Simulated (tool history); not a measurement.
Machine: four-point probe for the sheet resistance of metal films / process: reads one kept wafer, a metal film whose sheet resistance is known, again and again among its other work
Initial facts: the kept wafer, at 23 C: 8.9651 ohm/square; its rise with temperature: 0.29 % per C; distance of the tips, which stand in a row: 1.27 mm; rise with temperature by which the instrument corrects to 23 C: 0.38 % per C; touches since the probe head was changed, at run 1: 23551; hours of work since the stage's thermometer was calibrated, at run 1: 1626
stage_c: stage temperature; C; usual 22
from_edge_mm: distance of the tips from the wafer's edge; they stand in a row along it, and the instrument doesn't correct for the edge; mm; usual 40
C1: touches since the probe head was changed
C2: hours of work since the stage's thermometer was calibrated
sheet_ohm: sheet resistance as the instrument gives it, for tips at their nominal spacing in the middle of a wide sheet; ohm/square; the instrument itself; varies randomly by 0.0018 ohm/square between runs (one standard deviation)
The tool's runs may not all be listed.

Run 1, hour 0.0: usual settings; C1 23551; C2 1626. Result: sheet_ohm 8.977124 ohm/square.
Run 2, hour 42.7: usual settings; C1 24227; C2 1645. Result: sheet_ohm 8.974307 ohm/square.
Run 3, hour 66.0: usual settings; C1 24595; C2 1656. Result: sheet_ohm 8.974178 ohm/square.
Run 4, hour 103.5: usual settings but stage_c 33 C; C1 25189; C2 1673. Result: sheet_ohm 8.896402 ohm/square.
Run 5, hour 127.9: usual settings but from_edge_mm 8 mm; C1 25576; C2 1684. Result: sheet_ohm 9.092375 ohm/square.
Run 6, hour 172.1: usual settings but from_edge_mm 73 mm; C1 26275; C2 1704. Result: sheet_ohm 8.972008 ohm/square.
Run 7, hour 199.3: usual settings but from_edge_mm 7 mm; C1 26705; C2 1716. Result: sheet_ohm 9.129356 ohm/square.
Run 8, hour 240.6: usual settings but from_edge_mm 7 mm; C1 27359; C2 1735. Result: sheet_ohm 9.127021 ohm/square.
Run 9, hour 266.0: usual settings but from_edge_mm 7 mm; C1 27760; C2 1747. Result: sheet_ohm 9.128515 ohm/square.
Run 10, hour 304.2: usual settings but from_edge_mm 7 mm; C1 28365; C2 1764. Result: sheet_ohm 9.129187 ohm/square.
Run 11, hour 325.0: usual settings but from_edge_mm 29 mm; C1 28694; C2 1773. Result: sheet_ohm 8.978993 ohm/square.
Run 12, hour 363.2: usual settings but from_edge_mm 29 mm; C1 29299; C2 1791. Result: sheet_ohm 8.980997 ohm/square.
Run 13, hour 397.6: usual settings but from_edge_mm 29 mm; C1 29842; C2 1806. Result: sheet_ohm 8.982331 ohm/square.
Run 14, hour 432.3: usual settings but from_edge_mm 29 mm; C1 30391; C2 1822. Result: sheet_ohm 8.983413 ohm/square.
Run 15, hour 468.9: usual settings but from_edge_mm 26 mm; C1 30971; C2 1839. Result: sheet_ohm 8.984939 ohm/square.
Run 16, hour 495.9: usual settings but from_edge_mm 26 mm; C1 31398; C2 1851. Result: sheet_ohm 8.985700 ohm/square.
Run 17, hour 536.6: usual settings but stage_c 20 C, from_edge_mm 26 mm; C1 32042; C2 1869. Result: sheet_ohm 8.997505 ohm/square.
Run 18, hour 572.6: usual settings but from_edge_mm 6 mm; C1 32611; C2 1886. Result: sheet_ohm 9.185573 ohm/square.
Run 19, hour 616.7: usual settings; C1 33309; C2 1905. Result: sheet_ohm 8.976714 ohm/square.
Run 20, hour 643.8: usual settings but stage_c 27 C, from_edge_mm 19 mm; C1 33738; C2 1918. Result: sheet_ohm 8.955873 ohm/square.
Run 21, hour 668.9: usual settings but stage_c 27 C, from_edge_mm 19 mm; C1 34135; C2 1929. Result: sheet_ohm 8.955474 ohm/square.
Run 22, hour 709.2: usual settings but stage_c 27 C, from_edge_mm 19 mm; C1 34773; C2 1947. Result: sheet_ohm 8.958318 ohm/square.
Run 23, hour 747.0: usual settings but from_edge_mm 56 mm; C1 35372; C2 1965. Result: sheet_ohm 8.976576 ohm/square.
Run 24, hour 765.4: usual settings but stage_c 20 C, from_edge_mm 17 mm; C1 35662; C2 1973. Result: sheet_ohm 9.017444 ohm/square.
Run 25, hour 807.8: usual settings but stage_c 20 C, from_edge_mm 17 mm; C1 36334; C2 1992. Result: sheet_ohm 9.011728 ohm/square.
Run 26, hour 835.5: usual settings but stage_c 20 C, from_edge_mm 17 mm; C1 36772; C2 2005. Result: sheet_ohm 9.015511 ohm/square.
Run 27, hour 868.1: usual settings but stage_c 20 C, from_edge_mm 17 mm; C1 37288; C2 2019. Result: sheet_ohm 9.015716 ohm/square.

For run 28, what comes out?
Run 28, hour 899.8: usual settings but from_edge_mm 56 mm; C1 37789; C2 2034. Result: sheet_ohm ?.

{"run 28": {"sheet_ohm": 8.973966}}
On a tool with no hidden condition, and with the same random variation, this run would have come out at sheet_ohm 8.974511 ohm/square.

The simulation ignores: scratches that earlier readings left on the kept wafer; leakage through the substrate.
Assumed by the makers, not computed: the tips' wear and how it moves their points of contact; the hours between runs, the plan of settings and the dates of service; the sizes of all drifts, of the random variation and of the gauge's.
